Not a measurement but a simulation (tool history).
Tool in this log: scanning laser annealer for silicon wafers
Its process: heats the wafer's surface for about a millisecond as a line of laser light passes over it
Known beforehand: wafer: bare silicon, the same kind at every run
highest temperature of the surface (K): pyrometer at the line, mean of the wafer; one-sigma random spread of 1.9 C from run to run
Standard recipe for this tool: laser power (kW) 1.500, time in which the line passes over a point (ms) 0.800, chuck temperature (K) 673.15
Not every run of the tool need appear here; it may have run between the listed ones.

run	day	laser power (kW)	time in which the line passes over a point (ms)	chuck temperature (K)	highest temperature of the surface (K)
1	0.000	1.500	0.800	673.15	1420.15
2	0.462	1.500	0.800	673.15	1425.15
3	1.000	1.500	0.800	673.15	1419.15
4	1.979	1.500	0.941	673.15	1493.15
5	2.662	1.500	0.561	673.15	1285.15
6	3.712	1.500	0.561	673.15	1294.15
7	4.288	1.500	0.561	673.15	1288.15
8	4.967	1.500	0.561	673.15	1288.15
9	5.404	1.500	0.800	644.15	1394.15
10	5.867	1.500	0.650	673.15	1346.15
11	6.804	1.500	0.650	673.15	1342.15
12	7.338	1.500	0.650	673.15	1342.15
13	7.829	1.500	0.650	673.15	1339.15
14	8.267	1.523	0.777	658.15	1408.15
15	8.925	1.584	0.821	635.15	1443.15
16	9.783	1.584	0.829	635.15	1448.15
17	10.712	1.584	0.829	635.15	1447.15

For run 18, what comes out?
18	11.700	1.613	0.693	692.15	?

Run 18 measured highest temperature of the surface (K) 1445.15.
Minus the tool's unlogged condition, the same run would have read highest temperature of the surface (K) 1445.15.
